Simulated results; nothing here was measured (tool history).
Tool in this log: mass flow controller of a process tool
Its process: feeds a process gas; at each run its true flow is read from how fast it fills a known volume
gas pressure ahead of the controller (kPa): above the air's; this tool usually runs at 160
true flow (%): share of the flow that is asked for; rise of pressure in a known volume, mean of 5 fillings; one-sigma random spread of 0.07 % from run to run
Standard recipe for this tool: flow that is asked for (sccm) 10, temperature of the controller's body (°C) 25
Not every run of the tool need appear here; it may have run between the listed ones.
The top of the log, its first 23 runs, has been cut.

run,day,flow that is asked for (sccm),gas pressure ahead of the controller (kPa),temperature of the controller's body (°C),true flow (%)
24,385.688,17,160,25,98.81
25,403.171,14,160,25,98.49
26,420.904,14,160,25,98.41
27,441.883,9,142,21,97.98
28,453.433,9,142,21,97.80
29,470.488,3,160,36,96.55
30,481.979,3,160,36,96.40
31,497.154,4,141,30,96.57
32,518.292,10,258,25,98.35
33,530.758,10,258,25,98.25
34,543.100,3,250,28,97.28
35,561.312,3,250,28,97.20
36,579.112,3,250,28,97.17
37,595.746,3,250,28,97.11
38,609.946,7,160,27,96.81
39,627.112,7,160,27,96.72
40,644.117,18,178,25,97.83
41,655.454,9,146,34,96.19
42,667.592,9,146,34,96.16
43,685.792,10,198,35,96.53
44,706.321,17,243,30,97.56
45,721.225,17,243,30,97.49
46,738.517,3,148,25,95.76
# day 753.121: controller's zero set anew
47,760.029,6,192,34,95.89

Here are 3 independent what-if runs from the current tool condition. What would each one return?
A,773.321,19,275,20,?
B,773.321,15,192,34,?
C,773.321,6,192,31,?

run,true flow (%)
A,98.33
B,96.68
C,95.94
Stripped of hidden state, with their random variation kept, the same runs would have yielded:
run,true flow (%)
A,100.76
B,99.07
C,98.31
